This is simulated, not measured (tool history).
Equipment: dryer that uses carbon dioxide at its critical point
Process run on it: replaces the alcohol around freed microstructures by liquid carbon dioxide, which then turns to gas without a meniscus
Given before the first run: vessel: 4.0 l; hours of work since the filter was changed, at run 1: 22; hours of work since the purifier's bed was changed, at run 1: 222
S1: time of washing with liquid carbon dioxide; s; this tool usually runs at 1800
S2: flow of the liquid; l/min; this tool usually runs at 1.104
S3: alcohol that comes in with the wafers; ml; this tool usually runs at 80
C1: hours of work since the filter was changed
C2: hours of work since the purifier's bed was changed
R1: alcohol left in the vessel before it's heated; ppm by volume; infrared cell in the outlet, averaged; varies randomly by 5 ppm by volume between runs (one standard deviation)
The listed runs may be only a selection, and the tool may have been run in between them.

{"run": 1, "hour": 0.0, "S1": 1800, "S2": 1.104, "S3": 80, "C1": 22, "C2": 222, "R1": 138}
{"run": 2, "hour": 21.4, "S1": 1800, "S2": 1.104, "S3": 80, "C1": 29, "C2": 229, "R1": 146}
{"run": 3, "hour": 32.5, "S1": 1800, "S2": 1.104, "S3": 80, "C1": 32, "C2": 232, "R1": 147}
{"run": 4, "hour": 53.2, "S1": 1800, "S2": 1.104, "S3": 93, "C1": 39, "C2": 239, "R1": 149}
{"run": 5, "hour": 76.0, "S1": 1800, "S2": 1.104, "S3": 93, "C1": 46, "C2": 246, "R1": 163}
{"run": 6, "hour": 100.3, "S1": 1800, "S2": 1.104, "S3": 93, "C1": 54, "C2": 253, "R1": 168}
{"run": 7, "hour": 122.2, "S1": 2400, "S2": 1.104, "S3": 80, "C1": 61, "C2": 260, "R1": 128}
{"run": 8, "hour": 143.9, "S1": 1680, "S2": 1.104, "S3": 80, "C1": 67, "C2": 267, "R1": 189}
{"run": 9, "hour": 158.6, "S1": 1800, "S2": 1.104, "S3": 72, "C1": 72, "C2": 272, "R1": 170}
{"run": 10, "hour": 173.1, "S1": 1800, "S2": 1.104, "S3": 80, "C1": 77, "C2": 276, "R1": 176}
{"run": 11, "hour": 200.0, "S1": 1800, "S2": 1.104, "S3": 80, "C1": 85, "C2": 285, "R1": 173}
{"run": 12, "hour": 224.8, "S1": 1800, "S2": 1.104, "S3": 80, "C1": 93, "C2": 293, "R1": 183}
{"run": 13, "hour": 237.4, "S1": 1800, "S2": 1.44, "S3": 80, "C1": 97, "C2": 296, "R1": 144}
{"run": 14, "hour": 259.1, "S1": 1800, "S2": 1.104, "S3": 42, "C1": 104, "C2": 303, "R1": 168}
{"run": 15, "hour": 285.5, "S1": 1800, "S2": 1.104, "S3": 42, "C1": 112, "C2": 312, "R1": 177}
{"run": 16, "hour": 306.9, "S1": 2160, "S2": 1.104, "S3": 80, "C1": 119, "C2": 318, "R1": 162}
{"run": 17, "hour": 323.8, "S1": 2160, "S2": 1.104, "S3": 80, "C1": 124, "C2": 324, "R1": 165}
{"run": 18, "hour": 347.2, "S1": 1800, "S2": 1.104, "S3": 72, "C1": 131, "C2": 331, "R1": 202}
{"run": 19, "hour": 365.3, "S1": 1800, "S2": 1.104, "S3": 72, "C1": 137, "C2": 337, "R1": 205}
{"run": 20, "hour": 388.7, "S1": 1800, "S2": 1.104, "S3": 80, "C1": 144, "C2": 344, "R1": 209}
{"run": 21, "hour": 406.9, "S1": 1800, "S2": 1.104, "S3": 80, "C1": 150, "C2": 350, "R1": 227}
{"run": 22, "hour": 428.6, "S1": 1800, "S2": 1.104, "S3": 80, "C1": 157, "C2": 357, "R1": 227}
{"run": 23, "hour": 441.0, "S1": 1800, "S2": 1.104, "S3": 80, "C1": 161, "C2": 360, "R1": 223}

Run 24 has not been measured yet. What should we expect?
{"run": 24, "hour": 462.5, "S1": 2640, "S2": 1.05, "S3": 57, "C1": 168, "C2": 367, "R1": "?"}

R1: 169 ppm by volume
On a tool with no hidden condition, and with the same random variation, this run would have come out at R1 0 ppm by volume.

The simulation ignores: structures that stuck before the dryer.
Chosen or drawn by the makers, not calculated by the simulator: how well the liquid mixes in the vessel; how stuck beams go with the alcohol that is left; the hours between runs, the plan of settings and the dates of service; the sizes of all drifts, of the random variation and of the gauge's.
